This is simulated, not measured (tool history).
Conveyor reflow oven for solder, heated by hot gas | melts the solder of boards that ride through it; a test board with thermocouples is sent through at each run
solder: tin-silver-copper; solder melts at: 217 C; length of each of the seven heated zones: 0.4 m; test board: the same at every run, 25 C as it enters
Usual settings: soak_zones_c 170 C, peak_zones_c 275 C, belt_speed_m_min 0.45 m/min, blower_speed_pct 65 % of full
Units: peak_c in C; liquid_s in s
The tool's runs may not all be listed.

run	hour	soak_zones_c	peak_zones_c	belt_speed_m_min	blower_speed_pct	peak_c	liquid_s
1	0	170	275	0.45	65	254.6	79.9
2	8.9	177	275	0.45	65	256.3	84.7
3	27	177	275	0.45	65	256.1	84.3
4	44.7	170	275	0.45	65	254.8	79.5
5	65.8	170	275	0.45	65	254.4	79.5
6	83	170	275	0.45	65	254.5	79.4
7	100.3	170	275	0.502	65	250.4	66.1
8	121.2	170	275	0.502	65	250.2	66.2
9	139.4	170	275	0.422	65	256.6	87.4
10	155.4	170	275	0.422	56	254.7	84.7
11	170.3	170	275	0.45	80	256.9	82.8
# hour 177: flux residue cleaned out of gas plates and filters
12	193	170	275	0.45	80	258.3	84.1
13	213.3	170	275	0.45	80	258.1	84.3
14	227.9	170	275	0.45	68	255.9	81.3
15	246.7	170	272	0.45	65	252.7	78.1
16	258.9	176	268	0.448	53	247.6	75.1
17	274.3	176	268	0.448	53	247.6	74.8
18	283.8	163	281	0.45	52	255.3	76.6
19	297.4	163	281	0.45	52	255.6	76.6
20	307.3	163	281	0.45	52	255.4	76.5
21	329.1	163	281	0.438	80	263	87.2
22	346.5	163	281	0.438	80	262.7	87
23	358.6	163	284	0.438	71	263.6	87.7
24	380.5	163	284	0.438	71	263.5	87.3
25	392.4	163	284	0.438	71	263.1	87.4
26	405.2	156	275	0.45	65	251.8	71
27	415.5	156	275	0.45	65	251.6	71.4

Forecast run 28:
28	436.7	179	275	0.53	81	?	?

Run 28 gave peak_c 254 C, liquid_s 70.2 s.
Without the tool's hidden state the same run would have given peak_c 257 C, liquid_s 72.5 s.
